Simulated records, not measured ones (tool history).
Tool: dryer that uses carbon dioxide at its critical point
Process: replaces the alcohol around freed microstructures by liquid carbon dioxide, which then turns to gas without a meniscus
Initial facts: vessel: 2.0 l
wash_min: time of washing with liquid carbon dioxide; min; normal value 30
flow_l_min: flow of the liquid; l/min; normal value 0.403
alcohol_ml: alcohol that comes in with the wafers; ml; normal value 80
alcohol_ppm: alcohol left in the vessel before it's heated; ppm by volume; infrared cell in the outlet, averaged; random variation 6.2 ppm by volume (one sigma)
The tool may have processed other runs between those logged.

Run 1, day 0: usual settings. Result: alcohol_ppm 361 ppm by volume.
Run 2, day 0.55: usual settings. Result: alcohol_ppm 364 ppm by volume.
Run 3, day 1.429: usual settings. Result: alcohol_ppm 367 ppm by volume.
Run 4, day 1.896: usual settings but alcohol_ml 79 ml. Result: alcohol_ppm 381 ppm by volume.
Run 5, day 2.725: usual settings but alcohol_ml 79 ml. Result: alcohol_ppm 410 ppm by volume.
Run 6, day 3.55: usual settings. Result: alcohol_ppm 410 ppm by volume.
Run 7, day 4.462: usual settings. Result: alcohol_ppm 418 ppm by volume.
Run 8, day 5.254: usual settings. Result: alcohol_ppm 441 ppm by volume.
Run 9, day 5.867: usual settings but flow_l_min 0.383 l/min. Result: alcohol_ppm 564 ppm by volume.
Run 10, day 6.6: usual settings but flow_l_min 0.383 l/min. Result: alcohol_ppm 591 ppm by volume.
Run 11, day 7.188: usual settings but flow_l_min 0.384 l/min. Result: alcohol_ppm 573 ppm by volume.
Run 12, day 7.646: usual settings but wash_min 21 min, alcohol_ml 54 ml. Result: alcohol_ppm 1205 ppm by volume.
Run 13, day 8.254: usual settings but wash_min 46 min, flow_l_min 0.394 l/min, alcohol_ml 33 ml. Result: alcohol_ppm 97 ppm by volume.
Run 14, day 8.979: usual settings but wash_min 18 min, flow_l_min 0.558 l/min, alcohol_ml 103 ml. Result: alcohol_ppm 1380 ppm by volume.
Run 15, day 9.658: usual settings but flow_l_min 0.266 l/min, alcohol_ml 25 ml. Result: alcohol_ppm 727 ppm by volume.
At day 10.079: inlet filter changed.
Run 16, day 10.517: usual settings but flow_l_min 0.654 l/min, alcohol_ml 115 ml. Result: alcohol_ppm 100 ppm by volume.
Run 17, day 11.317: usual settings but wash_min 20 min, flow_l_min 0.508 l/min, alcohol_ml 36 ml. Result: alcohol_ppm 356 ppm by volume.
Run 18, day 11.792: usual settings but wash_min 27 min, flow_l_min 0.524 l/min, alcohol_ml 36 ml. Result: alcohol_ppm 146 ppm by volume.

Forecast each of these 5 alternatives for the next run:
Run A, day 12.279: usual settings but flow_l_min 0.301 l/min. Result: alcohol_ppm ?.
Run B, day 12.279: usual settings but wash_min 27 min, flow_l_min 0.46 l/min, alcohol_ml 39 ml. Result: alcohol_ppm ?.
Run C, day 12.279: usual settings but wash_min 46 min, flow_l_min 0.255 l/min, alcohol_ml 21 ml. Result: alcohol_ppm ?.
Run D, day 12.279: usual settings but wash_min 27 min, flow_l_min 0.524 l/min, alcohol_ml 31 ml. Result: alcohol_ppm ?.
Run E, day 12.279: usual settings but alcohol_ml 24 ml. Result: alcohol_ppm ?.

run  alcohol_ppm
  A         1001
  B          209
  C          165
  D          134
  E          168
Without the tool's unlogged condition, the same runs would have read:
run  alcohol_ppm
  A          839
  B          110
  C           71
  D           42
  E           74
